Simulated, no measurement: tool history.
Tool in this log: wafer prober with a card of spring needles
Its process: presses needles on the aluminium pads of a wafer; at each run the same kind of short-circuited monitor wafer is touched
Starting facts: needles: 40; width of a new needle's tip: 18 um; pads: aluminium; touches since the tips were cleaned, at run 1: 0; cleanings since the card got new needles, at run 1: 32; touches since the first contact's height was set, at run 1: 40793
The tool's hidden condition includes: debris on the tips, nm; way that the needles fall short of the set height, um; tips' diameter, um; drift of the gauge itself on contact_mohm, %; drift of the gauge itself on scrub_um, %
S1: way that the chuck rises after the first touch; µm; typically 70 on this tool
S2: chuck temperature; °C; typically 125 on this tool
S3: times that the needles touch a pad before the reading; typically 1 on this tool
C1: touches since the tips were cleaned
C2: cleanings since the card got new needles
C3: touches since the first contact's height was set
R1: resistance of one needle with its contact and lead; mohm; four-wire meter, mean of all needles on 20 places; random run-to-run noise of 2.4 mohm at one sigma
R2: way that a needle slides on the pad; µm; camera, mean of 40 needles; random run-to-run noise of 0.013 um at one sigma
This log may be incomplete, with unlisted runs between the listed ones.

run	day	S1	S2	S3	C1	C2	C3	R1	R2
1	0	70	125	1	0	32	40793	273	9.77
# day 1.079: tips cleaned on abrasive film
2	1.992	70	125	1	4956	33	51587	269	9.75
# day 2.154: tips cleaned on abrasive film
# day 3.212: tips cleaned on abrasive film
3	3.288	70	125	1	395	35	58558	267	9.76
# day 4.354: tips cleaned on abrasive film
4	5.15	70	125	1	4333	36	68657	267	9.75
# day 5.35: tips cleaned on abrasive film
# day 5.558: height of the first contact set anew
# day 6.325: tips cleaned on abrasive film
5	6.971	77	125	1	3510	38	7634	270	10.73
# day 7.321: tips cleaned on abrasive film
# day 8.271: tips cleaned on abrasive film
6	8.271	77	125	1	0	40	14654	266	10.72
# day 9.383: tips cleaned on abrasive film
# day 10.504: tips cleaned on abrasive film
7	10.788	77	125	1	1536	42	28271	269	10.72
# day 11.508: tips cleaned on abrasive film
# day 12.571: tips cleaned on abrasive film
8	13.454	77	125	1	4798	44	42698	266	10.72
# day 13.588: tips cleaned on abrasive film
# day 14.6: tips cleaned on abrasive film
# day 15.704: tips cleaned on abrasive film
9	15.929	77	125	1	1206	47	56047	264	10.74
# day 16.7: tips cleaned on abrasive film
10	17.292	77	125	1	3215	48	63418	271	10.75
# day 17.729: tips cleaned on abrasive film
# day 18.771: tips cleaned on abrasive film
# day 18.783: height of the first contact set anew
11	19.05	77	125	1	1458	50	1458	269	10.74
# day 19.754: tips cleaned on abrasive film
# day 20.708: tips cleaned on abrasive film
12	21.092	77	125	1	2081	52	12480	272	10.74
# day 21.779: tips cleaned on abrasive film
# day 22.725: tips cleaned on abrasive film
13	23.308	77	125	1	3151	54	24469	276	10.74
# day 23.683: tips cleaned on abrasive film
# day 24.779: tips cleaned on abrasive film
14	24.825	77	125	1	251	56	32655	266	10.76
# day 25.792: tips cleaned on abrasive film
15	26.446	77	125	1	3565	57	41440	268	10.74
# day 26.804: tips cleaned on abrasive film
# day 27.917: tips cleaned on abrasive film
16	27.917	77	125	1	0	59	49380	266	10.73
# day 28.862: tips cleaned on abrasive film
# day 29.829: tips cleaned on abrasive film
17	29.829	77	125	1	0	61	59696	268	10.74
# day 30.846: tips cleaned on abrasive film
# day 31.954: tips cleaned on abrasive film
# day 31.967: height of the first contact set anew
18	32.262	76	38	2	1622	63	1622	245	10.6
# day 32.933: tips cleaned on abrasive film
# day 33.892: tips cleaned on abrasive film
19	34.433	83	106	1	2948	65	13352	264	11.53
# day 34.879: tips cleaned on abrasive film
# day 36.004: tips cleaned on abrasive film
# day 36.975: tips cleaned on abrasive film
20	36.975	69	125	2	0	68	27070	270	9.6
# day 37.967: tips cleaned on abrasive film
21	38.721	69	125	2	4087	69	36513	274	9.63
# day 38.958: tips cleaned on abrasive film
# day 39.971: tips cleaned on abrasive film
22	39.971	61	101	1	0	71	43271	264	8.5
# day 40.933: tips cleaned on abrasive film
23	41.579	89	32	2	3526	72	51980	241	12.42
# day 41.962: tips cleaned on abrasive film
# day 42.9: tips cleaned on abrasive film
# day 44.008: tips cleaned on abrasive film
24	44.346	89	32	2	1838	75	66926	243	12.4
# day 44.967: tips cleaned on abrasive film
# day 44.979: height of the first contact set anew
25	45.896	84	32	1	4982	76	4982	243	11.74
# day 46.133: tips cleaned on abrasive film
# day 47.221: tips cleaned on abrasive film
26	47.417	84	32	1	1068	78	13188	241	11.71
# day 48.288: tips cleaned on abrasive film
# day 49.371: tips cleaned on abrasive film
27	49.508	70	125	2	749	80	24498	269	9.77
# day 50.412: tips cleaned on abrasive film
# day 51.388: tips cleaned on abrasive film
28	51.425	76	125	1	199	82	34850	267	10.59
# day 52.442: tips cleaned on abrasive film
# day 53.45: tips cleaned on abrasive film
29	53.504	54	117	1	296	84	46091	271	7.53
# day 54.454: tips cleaned on abrasive film
# day 55.454: tips cleaned on abrasive film
30	56.246	85	35	2	4302	86	60925	243	11.86
# day 56.483: tips cleaned on abrasive film
# day 57.462: tips cleaned on abrasive film
# day 58.062: height of the first contact set anew
31	58.062	82	105	2	3184	88	1	261	11.43

Entry by entry between the runs, the difference in hidden state between the last listed run before and the first listed run after:
Run 1 -> run 2: tips cleaned on abrasive film (day 1.079)
  debris on the tips, nm: 0.1 -> 1.8
Run 2 -> run 3: tips cleaned on abrasive film (day 2.154); tips cleaned on abrasive film (day 3.212)
  debris on the tips, nm: 1.8 -> 0.5
Run 3 -> run 4: tips cleaned on abrasive film (day 4.354)
  debris on the tips, nm: 0.5 -> 1.7
Run 4 -> run 5: tips cleaned on abrasive film (day 5.35); height of the first contact set anew (day 5.558); tips cleaned on abrasive film (day 6.325)
  way that the needles fall short of the set height, um: 0.01 -> 0
Run 5 -> run 6: tips cleaned on abrasive film (day 7.321); tips cleaned on abrasive film (day 8.271)
  debris on the tips, nm: 1.7 -> 0.2
Run 6 -> run 7: tips cleaned on abrasive film (day 9.383); tips cleaned on abrasive film (day 10.504)
  debris on the tips, nm: 0.2 -> 1.3
Run 7 -> run 8: tips cleaned on abrasive film (day 11.508); tips cleaned on abrasive film (day 12.571)
  debris on the tips, nm: 1.3 -> 1.8; way that the needles fall short of the set height, um: 0 -> 0.01
Run 8 -> run 9: tips cleaned on abrasive film (day 13.588); tips cleaned on abrasive film (day 14.6); tips cleaned on abrasive film (day 15.704)
  debris on the tips, nm: 1.8 -> 1.1
Run 9 -> run 10: tips cleaned on abrasive film (day 16.7)
  debris on the tips, nm: 1.1 -> 1.6
Run 10 -> run 11: tips cleaned on abrasive film (day 17.729); tips cleaned on abrasive film (day 18.771); height of the first contact set anew (day 18.783)
  debris on the tips, nm: 1.6 -> 1.1; way that the needles fall short of the set height, um: 0.01 -> 0
Run 11 -> run 12: tips cleaned on abrasive film (day 19.754); tips cleaned on abrasive film (day 20.708)
  debris on the tips, nm: 1.1 -> 1.4; tips' diameter, um: 18.01 -> 18.02
Run 12 -> run 13: tips cleaned on abrasive film (day 21.779); tips cleaned on abrasive film (day 22.725)
  debris on the tips, nm: 1.4 -> 1.6
Run 13 -> run 14: tips cleaned on abrasive film (day 23.683); tips cleaned on abrasive film (day 24.779)
  debris on the tips, nm: 1.6 -> 0.4
Run 14 -> run 15: tips cleaned on abrasive film (day 25.792)
  debris on the tips, nm: 0.4 -> 1.7; way that the needles fall short of the set height, um: 0 -> 0.01
Run 15 -> run 16: tips cleaned on abrasive film (day 26.804); tips cleaned on abrasive film (day 27.917)
  debris on the tips, nm: 1.7 -> 0.2
Run 16 -> run 17: tips cleaned on abrasive film (day 28.862); tips cleaned on abrasive film (day 29.829)
  debris on the tips, nm: 0.2 -> 0.1
Run 17 -> run 18: tips cleaned on abrasive film (day 30.846); tips cleaned on abrasive film (day 31.954); height of the first contact set anew (day 31.967)
  debris on the tips, nm: 0.1 -> 1.2; way that the needles fall short of the set height, um: 0.01 -> 0
Run 18 -> run 19: tips cleaned on abrasive film (day 32.933); tips cleaned on abrasive film (day 33.892)
  debris on the tips, nm: 1.2 -> 1.6
Run 19 -> run 20: tips cleaned on abrasive film (day 34.879); tips cleaned on abrasive film (day 36.004); tips cleaned on abrasive film (day 36.975)
  debris on the tips, nm: 1.6 -> 0.1
Run 20 -> run 21: tips cleaned on abrasive film (day 37.967)
  debris on the tips, nm: 0.1 -> 1.7
Run 21 -> run 22: tips cleaned on abrasive film (day 38.958); tips cleaned on abrasive film (day 39.971)
  debris on the tips, nm: 1.7 -> 0.1; way that the needles fall short of the set height, um: 0 -> 0.01
Run 22 -> run 23: tips cleaned on abrasive film (day 40.933)
  debris on the tips, nm: 0.1 -> 1.7
Run 23 -> run 24: tips cleaned on abrasive film (day 41.962); tips cleaned on abrasive film (day 42.9); tips cleaned on abrasive film (day 44.008)
  debris on the tips, nm: 1.7 -> 1.2
Run 24 -> run 25: tips cleaned on abrasive film (day 44.967); height of the first contact set anew (day 44.979)
  debris on the tips, nm: 1.2 -> 1.8; way that the needles fall short of the set height, um: 0.01 -> 0
Run 25 -> run 26: tips cleaned on abrasive film (day 46.133); tips cleaned on abrasive film (day 47.221)
  debris on the tips, nm: 1.8 -> 1.1
Run 26 -> run 27: tips cleaned on abrasive film (day 48.288); tips cleaned on abrasive film (day 49.371)
  debris on the tips, nm: 1.1 -> 0.8
Run 27 -> run 28: tips cleaned on abrasive film (day 50.412); tips cleaned on abrasive film (day 51.388)
  debris on the tips, nm: 0.8 -> 0.4; way that the needles fall short of the set height, um: 0 -> 0.01
Run 28 -> run 29: tips cleaned on abrasive film (day 52.442); tips cleaned on abrasive film (day 53.45)
  the hidden state is the same at both runs
Run 29 -> run 30: tips cleaned on abrasive film (day 54.454); tips cleaned on abrasive film (day 55.454)
  debris on the tips, nm: 0.4 -> 1.7
Run 30 -> run 31: tips cleaned on abrasive film (day 56.483); tips cleaned on abrasive film (day 57.462); height of the first contact set anew (day 58.062)
  debris on the tips, nm: 1.7 -> 1.6; way that the needles fall short of the set height, um: 0.01 -> 0; tips' diameter, um: 18.02 -> 18.03

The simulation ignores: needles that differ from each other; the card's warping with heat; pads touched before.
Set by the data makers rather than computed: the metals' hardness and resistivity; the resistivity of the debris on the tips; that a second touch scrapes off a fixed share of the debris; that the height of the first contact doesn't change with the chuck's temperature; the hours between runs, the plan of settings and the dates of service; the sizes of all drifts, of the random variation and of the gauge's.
